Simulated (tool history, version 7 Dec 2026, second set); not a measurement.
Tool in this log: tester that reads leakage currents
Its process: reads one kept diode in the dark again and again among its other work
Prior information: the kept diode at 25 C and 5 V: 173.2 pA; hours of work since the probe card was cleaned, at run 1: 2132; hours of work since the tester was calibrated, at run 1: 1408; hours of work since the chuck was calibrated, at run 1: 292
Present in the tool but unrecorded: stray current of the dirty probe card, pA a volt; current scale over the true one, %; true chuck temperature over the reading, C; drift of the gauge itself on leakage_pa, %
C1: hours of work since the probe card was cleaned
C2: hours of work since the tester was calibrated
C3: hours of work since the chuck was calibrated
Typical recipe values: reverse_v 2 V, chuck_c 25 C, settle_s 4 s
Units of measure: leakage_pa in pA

run 1 hour=0 | reverse_v=2 chuck_c=25 settle_s=4 | C1=2132 C2=1408 C3=292 | leakage_pa=127.04
run 2 hour=73.8 | reverse_v=2 chuck_c=25 settle_s=4 | C1=2186 C2=1462 C3=346 | leakage_pa=126.51
run 3 hour=143.2 | reverse_v=2 chuck_c=25 settle_s=4 | C1=2237 C2=1512 C3=396 | leakage_pa=126.97
run 4 hour=182.2 | reverse_v=2 chuck_c=25 settle_s=4 | C1=2265 C2=1541 C3=425 | leakage_pa=126.81
run 5 hour=247.7 | reverse_v=2 chuck_c=25 settle_s=4 | C1=2313 C2=1589 C3=472 | leakage_pa=126.91
run 6 hour=300.6 | reverse_v=2 chuck_c=25 settle_s=4 | C1=2352 C2=1627 C3=511 | leakage_pa=126.56
run 7 hour=358.9 | reverse_v=2 chuck_c=25 settle_s=4 | C1=2394 C2=1670 C3=554 | leakage_pa=127.19
run 8 hour=418.5 | reverse_v=2 chuck_c=25 settle_s=4 | C1=2438 C2=1713 C3=597 | leakage_pa=127.03
run 9 hour=476.7 | reverse_v=2 chuck_c=25 settle_s=0.74 | C1=2480 C2=1756 C3=640 | leakage_pa=127.44
-- hour=483 probe card cleaned and baked
run 10 hour=533.6 | reverse_v=2 chuck_c=25 settle_s=0.74 | C1=37 C2=1795 C3=679 | leakage_pa=127.28
run 11 hour=598.8 | reverse_v=2 chuck_c=25 settle_s=4 | C1=84 C2=1843 C3=726 | leakage_pa=126.5
run 12 hour=639.5 | reverse_v=2 chuck_c=25 settle_s=4 | C1=114 C2=1872 C3=756 | leakage_pa=126.02
run 13 hour=688.9 | reverse_v=2 chuck_c=23 settle_s=4 | C1=150 C2=1908 C3=792 | leakage_pa=104.03
run 14 hour=730.5 | reverse_v=2 chuck_c=25 settle_s=0.88 | C1=181 C2=1939 C3=823 | leakage_pa=127.25
run 15 hour=772.3 | reverse_v=2 chuck_c=25 settle_s=0.88 | C1=211 C2=1969 C3=853 | leakage_pa=127.01
run 16 hour=809.4 | reverse_v=2 chuck_c=25 settle_s=4 | C1=238 C2=1996 C3=880 | leakage_pa=126.31
run 17 hour=870.8 | reverse_v=2 chuck_c=25 settle_s=4 | C1=283 C2=2041 C3=925 | leakage_pa=127.1
run 18 hour=935.3 | reverse_v=2 chuck_c=25 settle_s=4 | C1=330 C2=2088 C3=972 | leakage_pa=126.29
run 19 hour=994.2 | reverse_v=2 chuck_c=25 settle_s=4 | C1=373 C2=2131 C3=1015 | leakage_pa=126.27
run 20 hour=1063 | reverse_v=2 chuck_c=25 settle_s=3.42 | C1=423 C2=2181 C3=1065 | leakage_pa=127.08
run 21 hour=1103.1 | reverse_v=4.82 chuck_c=25 settle_s=1.28 | C1=452 C2=2210 C3=1094 | leakage_pa=172.15
run 22 hour=1158.4 | reverse_v=2 chuck_c=25 settle_s=7.2 | C1=493 C2=2251 C3=1135 | leakage_pa=127.49
run 23 hour=1215.9 | reverse_v=2 chuck_c=25 settle_s=7.2 | C1=535 C2=2293 C3=1177 | leakage_pa=126.56
run 24 hour=1261.8 | reverse_v=2 chuck_c=25 settle_s=1.51 | C1=568 C2=2326 C3=1210 | leakage_pa=127.06
run 25 hour=1326 | reverse_v=2 chuck_c=39 settle_s=0.82 | C1=615 C2=2373 C3=1257 | leakage_pa=469.33
run 26 hour=1367.4 | reverse_v=2 chuck_c=39 settle_s=3.14 | C1=645 C2=2403 C3=1287 | leakage_pa=469.34
run 27 hour=1399 | reverse_v=4.98 chuck_c=42 settle_s=1.42 | C1=668 C2=2426 C3=1310 | leakage_pa=830.3
run 28 hour=1434.3 | reverse_v=4.98 chuck_c=35 settle_s=0.32 | C1=694 C2=2452 C3=1336 | leakage_pa=449.01
run 29 hour=1496 | reverse_v=1.55 chuck_c=35 settle_s=0.9 | C1=739 C2=2497 C3=1381 | leakage_pa=298.2
run 30 hour=1552.6 | reverse_v=6.4 chuck_c=30 settle_s=4 | C1=780 C2=2538 C3=1422 | leakage_pa=305.79
run 31 hour=1598.6 | reverse_v=4.77 chuck_c=26 settle_s=3.31 | C1=814 C2=2572 C3=1456 | leakage_pa=187.67
run 32 hour=1672.3 | reverse_v=4.77 chuck_c=26 settle_s=3.31 | C1=867 C2=2626 C3=1509 | leakage_pa=187.93
run 33 hour=1732.4 | reverse_v=14.83 chuck_c=51 settle_s=8.36 | C1=911 C2=2669 C3=1553 | leakage_pa=2593.9
run 34 hour=1792.3 | reverse_v=2.27 chuck_c=25 settle_s=3.27 | C1=955 C2=2713 C3=1597 | leakage_pa=132.69
run 35 hour=1845.5 | reverse_v=18.99 chuck_c=25 settle_s=5.43 | C1=994 C2=2752 C3=1636 | leakage_pa=274.04
run 36 hour=1909.8 | reverse_v=3.05 chuck_c=25 settle_s=4.55 | C1=1041 C2=2799 C3=1683 | leakage_pa=146.83
run 37 hour=1955.7 | reverse_v=5.96 chuck_c=20 settle_s=0.43 | C1=1074 C2=2832 C3=1716 | leakage_pa=114.61
run 38 hour=2001 | reverse_v=2.18 chuck_c=31 settle_s=4.16 | C1=1107 C2=2865 C3=1749 | leakage_pa=230.45
run 39 hour=2047.1 | reverse_v=3.56 chuck_c=25 settle_s=4 | C1=1141 C2=2899 C3=1783 | leakage_pa=153.98

Branching from run 39: 5 alternative next runs. What would each branch give?
run A hour=2087.7 | reverse_v=3.56 chuck_c=26 settle_s=4 | C1=1170 C2=2929 C3=1812 | leakage_pa=?
run B hour=2087.7 | reverse_v=1.18 chuck_c=44 settle_s=0.47 | C1=1170 C2=2929 C3=1812 | leakage_pa=?
run C hour=2087.7 | reverse_v=19.89 chuck_c=32 settle_s=3.55 | C1=1170 C2=2929 C3=1812 | leakage_pa=?
run D hour=2087.7 | reverse_v=19.66 chuck_c=29 settle_s=4 | C1=1170 C2=2929 C3=1812 | leakage_pa=?
run E hour=2087.7 | reverse_v=3.04 chuck_c=48 settle_s=3.76 | C1=1170 C2=2929 C3=1812 | leakage_pa=?

run=A leakage_pa=169.3
run=B leakage_pa=603.64
run=C leakage_pa=541.28
run=D leakage_pa=407.47
run=E leakage_pa=1170.89
What these runs would have given with no unlogged condition in the tool:
run=A leakage_pa=169.62
run=B leakage_pa=604.72
run=C leakage_pa=542.21
run=D leakage_pa=408.15
run=E leakage_pa=1172.92
